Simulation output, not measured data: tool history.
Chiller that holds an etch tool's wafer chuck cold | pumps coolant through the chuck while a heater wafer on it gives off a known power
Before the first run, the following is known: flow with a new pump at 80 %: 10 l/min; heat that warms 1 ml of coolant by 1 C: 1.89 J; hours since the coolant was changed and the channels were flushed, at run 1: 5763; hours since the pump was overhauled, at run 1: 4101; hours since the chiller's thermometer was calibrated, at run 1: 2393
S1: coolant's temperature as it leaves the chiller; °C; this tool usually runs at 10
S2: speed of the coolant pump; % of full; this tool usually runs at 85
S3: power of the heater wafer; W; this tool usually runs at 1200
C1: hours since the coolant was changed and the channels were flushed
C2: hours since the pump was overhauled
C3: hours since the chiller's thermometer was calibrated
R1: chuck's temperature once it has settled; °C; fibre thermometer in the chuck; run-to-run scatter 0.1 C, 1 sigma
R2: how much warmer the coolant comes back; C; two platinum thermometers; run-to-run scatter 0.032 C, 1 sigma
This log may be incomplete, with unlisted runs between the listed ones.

run	day	S1	S2	S3	C1	C2	C3	R1	R2
1	0	10	85	1200	5763	4101	2393	19.4	3.58
2	3.404	10	85	1200	5845	4183	2475	19.4	3.56
3	6.758	10	85	1200	5925	4263	2555	19.4	3.57
4	10.746	20	85	1200	6021	4359	2651	29.3	3.59
5	13.767	2	85	1200	6094	4431	2723	11.5	3.59
6	16.988	10	85	1200	6171	4509	2800	19.5	3.61
7	20.575	10	85	606	6257	4595	2887	14.6	1.95
# day 24.267: chiller's thermometer calibrated
8	25.088	10	85	606	6364	4702	20	15	1.92
9	27.533	10	85	606	6423	4761	78	14.7	1.91
10	31.212	12	64	646	6511	4849	167	18.3	2.69
11	34.175	12	64	646	6582	4920	238	18.4	2.7
12	36.579	10	88	1200	6640	4978	295	19.1	3.61
13	39.579	13	69	1252	6712	5050	368	24.4	4.76

Branching from run 13: 5 alternative next runs. What would each branch give?
A	44.025	15	92	794	6819	5156	474	?	?
B	44.025	13	65	1252	6819	5156	474	?	?
C	44.025	9	62	1252	6819	5156	474	?	?
D	44.025	2	92	1200	6819	5156	474	?	?
E	44.025	10	61	1200	6819	5156	474	?	?

run	R1	R2
A	20.9	2.27
B	24.9	5.09
C	21.4	5.36
D	11.1	3.4
E	22.1	5.21
Stripped of hidden state, with their random variation kept, the same runs would have yielded:
run	R1	R2
A	20.9	2.14
B	24.9	4.96
C	21.4	5.22
D	11	3.26
E	22.1	5.07
